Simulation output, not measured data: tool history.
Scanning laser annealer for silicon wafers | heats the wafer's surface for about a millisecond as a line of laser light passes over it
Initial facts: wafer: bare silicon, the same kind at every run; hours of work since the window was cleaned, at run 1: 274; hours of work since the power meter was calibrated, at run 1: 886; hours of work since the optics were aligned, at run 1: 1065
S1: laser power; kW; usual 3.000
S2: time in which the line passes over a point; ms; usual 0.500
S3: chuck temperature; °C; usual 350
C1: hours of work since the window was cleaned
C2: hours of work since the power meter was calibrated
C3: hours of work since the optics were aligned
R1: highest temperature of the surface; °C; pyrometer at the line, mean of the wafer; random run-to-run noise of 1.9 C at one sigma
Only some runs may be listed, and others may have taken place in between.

| run | hour | S1 | S2 | S3 | C1 | C2 | C3 | R1 |
|---|---|---|---|---|---|---|---|---|
| 1 | 0.0 | 3.000 | 0.500 | 350 | 274 | 886 | 1065 | 1084 |
| 2 | 26.2 | 3.000 | 0.500 | 350 | 293 | 905 | 1085 | 1080 |
| 3 | 66.6 | 3.000 | 0.500 | 350 | 322 | 934 | 1114 | 1080 |
| 4 | 113.7 | 3.000 | 0.500 | 350 | 357 | 969 | 1149 | 1082 |
| 5 | 161.7 | 3.000 | 0.500 | 350 | 392 | 1004 | 1184 | 1082 |
| 6 | 188.6 | 3.000 | 0.500 | 350 | 411 | 1023 | 1203 | 1081 |
| 7 | 244.6 | 3.000 | 0.500 | 350 | 452 | 1064 | 1244 | 1084 |
| 8 | 271.1 | 3.000 | 0.500 | 350 | 472 | 1084 | 1264 | 1083 |
| 9 | 308.7 | 3.000 | 0.500 | 386 | 499 | 1111 | 1291 | 1119 |
| 10 | 339.4 | 3.000 | 0.500 | 350 | 522 | 1134 | 1313 | 1084 |
| 11 | 365.1 | 3.000 | 0.469 | 350 | 540 | 1152 | 1332 | 1061 |
| 12 | 410.3 | 3.000 | 0.469 | 350 | 573 | 1185 | 1365 | 1063 |
| 13 | 462.3 | 2.779 | 0.393 | 347 | 611 | 1224 | 1403 | 943 |
| 14 | 488.9 | 2.831 | 0.605 | 385 | 631 | 1243 | 1423 | 1129 |
| 15 | 515.5 | 3.000 | 0.454 | 350 | 650 | 1262 | 1442 | 1050 |
| 16 | 545.6 | 2.729 | 0.450 | 380 | 672 | 1284 | 1464 | 1002 |
| 17 | 586.6 | 2.886 | 0.500 | 350 | 702 | 1314 | 1494 | 1051 |
| 18 | 635.0 | 2.886 | 0.354 | 312 | 738 | 1350 | 1530 | 905 |

Run 19, settings as shown, results not yet in. Your forecast:
| 19 | 686.8 | 2.886 | 0.354 | 312 | 775 | 1388 | 1567 | ? |

{"run 19": {"R1": 905}}
On a tool with no hidden condition, and with the same random variation, this run would have come out at R1 906 °C.
